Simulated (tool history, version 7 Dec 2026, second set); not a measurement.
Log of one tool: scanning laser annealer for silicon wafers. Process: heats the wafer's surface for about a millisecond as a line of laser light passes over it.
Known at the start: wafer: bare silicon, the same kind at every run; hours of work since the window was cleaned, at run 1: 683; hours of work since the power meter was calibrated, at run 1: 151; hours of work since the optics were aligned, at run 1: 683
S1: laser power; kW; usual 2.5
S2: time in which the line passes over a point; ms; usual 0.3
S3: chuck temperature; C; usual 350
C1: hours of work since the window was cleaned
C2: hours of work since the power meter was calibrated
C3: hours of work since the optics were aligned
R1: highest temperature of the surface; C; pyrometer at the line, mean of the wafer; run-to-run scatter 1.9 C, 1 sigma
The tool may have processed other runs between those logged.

run	hour	S1	S2	S3	C1	C2	C3	R1
1	0	2.5	0.3	350	683	151	683	1029
2	49.4	2.5	0.3	350	721	188	721	1026
3	77.8	2.5	0.249	350	742	210	742	973
4	119.2	2.5	0.249	350	774	242	774	967
5	142.9	2.5	0.249	350	792	260	792	965
# hour 187.1: window over the wafer cleaned
6	191.1	2.5	0.244	350	3	296	828	954
7	220.3	2.5	0.244	350	25	318	850	952
8	250.9	2.5	0.349	350	49	341	874	1057
9	300.9	2.5	0.3	350	87	380	912	1005
# hour 348.9: optics aligned, line set to its width
10	349.3	2.5	0.3	350	120	413	0	1020
# hour 384.2: window over the wafer cleaned, once more
11	395.3	2.5	0.3	350	8	447	34	1080
12	433.6	2.5	0.3	350	38	476	63	1078
13	458.1	2.5	0.3	350	57	495	82	1080
14	501.7	2.5	0.3	350	90	528	116	1077
15	541.3	2.5	0.23	350	120	559	146	992
16	571.3	2.5	0.282	350	143	582	169	1047
17	599.2	2.5	0.282	350	165	603	190	1050
18	646.5	2.5	0.282	350	201	639	227	1047
19	683.3	2.5	0.282	350	229	667	255	1046
20	733.7	2.5	0.3	350	268	706	293	1061
21	770.9	2.323	0.227	356	296	735	322	927
22	799.4	2.287	0.321	350	318	756	344	1000
23	841.3	2.287	0.321	350	350	789	376	1001
24	890.1	2.287	0.321	350	388	826	413	994
25	917.3	2.5	0.311	320	409	847	434	1034
26	943.2	2.5	0.224	342	428	867	454	956
27	985	2.36	0.233	382	460	899	486	959
28	1008.5	2.672	0.3	383	478	917	504	1140
29	1059.9	2.318	0.261	350	518	956	543	939
30	1090.1	2.318	0.261	350	541	979	567	942
31	1120.5	2.5	0.3	329	564	1003	590	1019
32	1160.8	2.454	0.301	329	595	1033	621	1000
33	1209.9	2.534	0.215	384	633	1071	658	978
34	1253.8	2.327	0.3	350	667	1105	692	976
35	1290.9	2.41	0.219	350	695	1133	720	913
36	1331	2.592	0.322	379	726	1164	751	1111
37	1370.5	2.134	0.29	355	756	1194	781	900
38	1413.5	2.647	0.361	336	789	1227	814	1120
39	1442.6	2.539	0.285	353	811	1249	837	1020
# hour 1462.8: window over the wafer cleaned
40	1486.5	2.539	0.285	353	18	1282	869	1064

Each row is a separate what-if for the run after 40, all from the same tool condition, not one after another. Results?
A	1513.6	2.5	0.326	375	39	1302	890	?
B	1513.6	2.181	0.285	313	39	1302	890	?
C	1513.6	2.5	0.3	390	39	1302	890	?

run	R1
A	1110
B	897
C	1099
Stripped of hidden state, with their random variation kept, the same runs would have yielded:
run	R1
A	1138
B	920
C	1126
